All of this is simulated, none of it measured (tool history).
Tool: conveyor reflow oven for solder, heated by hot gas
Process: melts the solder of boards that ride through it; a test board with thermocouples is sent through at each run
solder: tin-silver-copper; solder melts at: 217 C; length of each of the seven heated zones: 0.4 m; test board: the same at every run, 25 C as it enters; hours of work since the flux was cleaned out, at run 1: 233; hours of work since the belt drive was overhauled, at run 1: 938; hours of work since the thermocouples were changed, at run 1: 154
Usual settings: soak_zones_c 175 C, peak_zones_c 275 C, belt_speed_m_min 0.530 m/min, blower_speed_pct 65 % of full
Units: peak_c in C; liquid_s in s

run,day,soak_zones_c,peak_zones_c,belt_speed_m_min,blower_speed_pct,hours of work since the flux was cleaned out,hours of work since the belt drive was overhauled,hours of work since the thermocouples were changed,peak_c,liquid_s
1,0.000,175,275,0.530,65,233,938,154,251.0,65.9
2,2.329,175,275,0.530,65,269,975,190,250.4,65.6
3,4.138,175,275,0.530,65,297,1003,218,250.1,65.0
4,7.033,175,275,0.530,65,343,1048,264,249.8,64.4
5,8.804,175,275,0.530,65,370,1076,291,249.0,63.8
# day 9.704: flux residue cleaned out of gas plates and filters
6,10.596,175,275,0.530,65,14,1101,316,253.1,68.7
7,13.383,175,275,0.530,50,58,1145,360,248.5,63.7
8,15.662,175,275,0.530,50,93,1180,395,248.3,63.7
9,17.379,175,286,0.530,50,120,1207,422,257.6,71.7
# day 18.758: belt drive overhauled, speed set with a stopwatch
10,18.829,175,286,0.530,50,140,1,442,256.8,71.9
11,20.638,175,275,0.530,71,168,29,471,253.3,68.9
12,21.996,175,275,0.576,65,190,51,492,248.2,57.3
13,24.004,175,275,0.530,65,221,82,523,250.7,66.8
14,25.642,175,275,0.530,65,247,108,549,250.4,66.7
15,28.162,175,275,0.530,65,286,147,588,249.9,66.1
16,30.133,173,275,0.530,65,317,178,619,249.1,64.6
17,32.154,173,289,0.530,72,349,210,651,261.6,74.9
18,34.075,175,290,0.530,65,379,240,681,261.0,75.7
# day 34.533: flux residue cleaned out of gas plates and filters
# day 35.725: belt drive overhauled, speed set with a stopwatch, once more
19,36.800,179,275,0.504,54,33,17,718,251.5,71.2
20,39.375,175,272,0.604,88,73,57,758,248.1,54.6
21,41.767,187,270,0.430,69,111,95,795,255.7,95.4
22,43.821,183,278,0.501,77,143,127,828,258.6,80.3
23,45.158,170,278,0.468,70,164,148,848,257.1,78.7
24,46.442,163,275,0.530,55,184,168,869,244.6,52.9
25,48.096,163,275,0.530,55,210,194,894,244.1,52.6
26,50.096,177,280,0.530,81,241,225,926,256.4,71.5
27,52.233,166,263,0.563,59,274,258,959,232.7,35.8
# day 53.700: thermocouples of zones 6 and 7 changed
28,54.196,171,263,0.563,62,304,288,8,236.5,42.6
29,56.279,171,263,0.606,62,336,320,40,233.7,34.5

Forecast each of these 5 alternatives for the next run:
A,58.312,171,269,0.424,62,368,352,72,?,?
B,58.312,171,275,0.490,55,368,352,72,?,?
C,58.312,168,263,0.606,62,368,352,72,?,?
D,58.312,175,268,0.601,65,368,352,72,?,?
E,58.312,171,279,0.486,76,368,352,72,?,?

run,peak_c,liquid_s
A,251.7,81.8
B,250.0,67.0
C,231.6,30.9
D,238.7,43.3
E,257.5,76.6
Without the tool's hidden state the same runs would have given:
run,peak_c,liquid_s
A,255.4,86.3
B,254.2,71.9
C,236.6,39.0
D,243.6,50.0
E,262.0,80.6

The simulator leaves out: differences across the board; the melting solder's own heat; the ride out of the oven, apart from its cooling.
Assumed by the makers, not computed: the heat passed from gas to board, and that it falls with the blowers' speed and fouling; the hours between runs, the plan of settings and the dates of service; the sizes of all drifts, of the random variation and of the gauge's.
